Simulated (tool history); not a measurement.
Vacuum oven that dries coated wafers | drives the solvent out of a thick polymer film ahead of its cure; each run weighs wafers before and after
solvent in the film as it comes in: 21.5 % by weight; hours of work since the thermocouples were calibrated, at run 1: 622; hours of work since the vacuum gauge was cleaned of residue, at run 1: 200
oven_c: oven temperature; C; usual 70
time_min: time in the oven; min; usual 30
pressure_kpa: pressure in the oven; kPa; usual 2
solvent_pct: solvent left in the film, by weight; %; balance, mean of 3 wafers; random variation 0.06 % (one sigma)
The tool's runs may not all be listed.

run	hour	oven_c	time_min	pressure_kpa	hours of work since the thermocouples were calibrated	hours of work since the vacuum gauge was cleaned of residue	solvent_pct
1	0	70	30	2	622	200	4.9
2	5.2	70	30	2	625	203	4.85
3	12	70	30	4.58	629	207	5.55
4	18.3	70	30	2	633	210	4.86
5	29.1	68	30	2	639	216	5.46
6	39.4	68	30	2	645	222	5.5
7	50.8	68	30	2	652	229	5.48
8	63.1	70	30	2	659	236	4.85
9	69.7	70	30	2	662	240	4.89
10	78.8	70	30	2	668	245	4.91
# hour 81.6: oven's thermocouples calibrated
11	89.4	73	42	2.75	5	250	2.59
12	99.3	78	44	3.26	10	256	1.79
13	106.4	70	34	2	14	260	4.17
# hour 114.5: oven's thermocouples calibrated, once more
14	116.6	63	46	2	1	264	4.67
15	126	57	34	1.09	7	270	8.11
16	137.9	57	31	1.09	13	276	8.7

Forecast each of these 4 alternatives for the next run:
A	147.1	70	26	2	19	282	?
B	147.1	69	32	4.47	19	282	?
C	147.1	59	31	6.37	19	282	?
D	147.1	62	17	5.33	19	282	?

run	solvent_pct
A	5.71
B	5.56
C	10.04
D	11.85
Without the tool's hidden state the same runs would have given:
run	solvent_pct
A	5.57
B	5.42
C	9.88
D	11.71
